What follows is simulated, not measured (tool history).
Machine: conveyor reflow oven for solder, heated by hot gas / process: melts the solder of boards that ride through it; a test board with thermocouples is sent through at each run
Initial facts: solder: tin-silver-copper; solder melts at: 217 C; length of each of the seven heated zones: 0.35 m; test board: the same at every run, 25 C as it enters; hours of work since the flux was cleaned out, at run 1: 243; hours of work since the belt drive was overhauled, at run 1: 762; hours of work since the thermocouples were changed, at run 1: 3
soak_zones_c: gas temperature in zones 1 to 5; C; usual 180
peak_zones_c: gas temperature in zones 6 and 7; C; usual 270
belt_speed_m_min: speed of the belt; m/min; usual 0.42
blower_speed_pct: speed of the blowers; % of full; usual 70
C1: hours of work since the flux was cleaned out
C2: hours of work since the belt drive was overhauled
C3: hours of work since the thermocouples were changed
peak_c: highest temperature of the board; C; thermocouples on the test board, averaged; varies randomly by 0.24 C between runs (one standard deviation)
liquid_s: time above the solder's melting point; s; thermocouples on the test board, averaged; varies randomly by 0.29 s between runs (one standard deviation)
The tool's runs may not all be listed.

{"run": 1, "day": 0.0, "soak_zones_c": 180, "peak_zones_c": 270, "belt_speed_m_min": 0.42, "blower_speed_pct": 70, "C1": 243, "C2": 762, "C3": 3, "peak_c": 254.4, "liquid_s": 80.6}
{"run": 2, "day": 1.317, "soak_zones_c": 180, "peak_zones_c": 270, "belt_speed_m_min": 0.42, "blower_speed_pct": 70, "C1": 261, "C2": 780, "C3": 21, "peak_c": 254.4, "liquid_s": 80.3}
{"run": 3, "day": 3.012, "soak_zones_c": 180, "peak_zones_c": 270, "belt_speed_m_min": 0.42, "blower_speed_pct": 70, "C1": 284, "C2": 802, "C3": 44, "peak_c": 254.3, "liquid_s": 80.4}
{"run": 4, "day": 4.404, "soak_zones_c": 180, "peak_zones_c": 270, "belt_speed_m_min": 0.42, "blower_speed_pct": 70, "C1": 303, "C2": 821, "C3": 62, "peak_c": 254.3, "liquid_s": 80.8}
{"run": 5, "day": 5.867, "soak_zones_c": 180, "peak_zones_c": 270, "belt_speed_m_min": 0.42, "blower_speed_pct": 70, "C1": 322, "C2": 841, "C3": 82, "peak_c": 254.1, "liquid_s": 80.3}
{"run": 6, "day": 8.992, "soak_zones_c": 185, "peak_zones_c": 270, "belt_speed_m_min": 0.42, "blower_speed_pct": 70, "C1": 365, "C2": 883, "C3": 124, "peak_c": 255.2, "liquid_s": 83.7}
{"run": 7, "day": 10.721, "soak_zones_c": 185, "peak_zones_c": 277, "belt_speed_m_min": 0.42, "blower_speed_pct": 70, "C1": 388, "C2": 906, "C3": 148, "peak_c": 261.1, "liquid_s": 88.2}
{"run": 8, "day": 13.242, "soak_zones_c": 185, "peak_zones_c": 277, "belt_speed_m_min": 0.42, "blower_speed_pct": 70, "C1": 422, "C2": 940, "C3": 182, "peak_c": 260.8, "liquid_s": 88.9}
{"day": 13.688, "done": "flux residue cleaned out of gas plates and filters"}
{"run": 9, "day": 15.771, "soak_zones_c": 180, "peak_zones_c": 277, "belt_speed_m_min": 0.42, "blower_speed_pct": 70, "C1": 28, "C2": 972, "C3": 213, "peak_c": 259.1, "liquid_s": 84.5}
{"run": 10, "day": 17.896, "soak_zones_c": 180, "peak_zones_c": 270, "belt_speed_m_min": 0.42, "blower_speed_pct": 64, "C1": 57, "C2": 1000, "C3": 242, "peak_c": 252.6, "liquid_s": 78.2}
{"run": 11, "day": 19.404, "soak_zones_c": 180, "peak_zones_c": 270, "belt_speed_m_min": 0.42, "blower_speed_pct": 82, "C1": 77, "C2": 1021, "C3": 262, "peak_c": 254.9, "liquid_s": 81.6}
{"run": 12, "day": 22.25, "soak_zones_c": 180, "peak_zones_c": 270, "belt_speed_m_min": 0.42, "blower_speed_pct": 82, "C1": 115, "C2": 1059, "C3": 300, "peak_c": 254.4, "liquid_s": 81.2}
{"day": 23.458, "done": "flux residue cleaned out of gas plates and filters, once more"}
{"run": 13, "day": 23.796, "soak_zones_c": 180, "peak_zones_c": 270, "belt_speed_m_min": 0.42, "blower_speed_pct": 82, "C1": 5, "C2": 1077, "C3": 318, "peak_c": 258.4, "liquid_s": 86.1}
{"day": 26.325, "done": "belt drive overhauled, speed set with a stopwatch"}
{"run": 14, "day": 26.412, "soak_zones_c": 180, "peak_zones_c": 270, "belt_speed_m_min": 0.42, "blower_speed_pct": 82, "C1": 38, "C2": 1, "C3": 351, "peak_c": 258.0, "liquid_s": 83.1}
{"run": 15, "day": 28.433, "soak_zones_c": 180, "peak_zones_c": 270, "belt_speed_m_min": 0.42, "blower_speed_pct": 82, "C1": 65, "C2": 28, "C3": 379, "peak_c": 257.3, "liquid_s": 83.0}
{"run": 16, "day": 31.471, "soak_zones_c": 180, "peak_zones_c": 270, "belt_speed_m_min": 0.42, "blower_speed_pct": 82, "C1": 106, "C2": 69, "C3": 420, "peak_c": 257.6, "liquid_s": 82.7}

What will run 17 give?
{"run": 17, "day": 33.746, "soak_zones_c": 180, "peak_zones_c": 270, "belt_speed_m_min": 0.42, "blower_speed_pct": 82, "C1": 136, "C2": 100, "C3": 450, "peak_c": "?", "liquid_s": "?"}

peak_c: 257.4 C
liquid_s: 83.1 s
Take away the tool's hidden state, keep the run-to-run variation as it was, and the same run would have given peak_c 256.8 C, liquid_s 82.7 s.
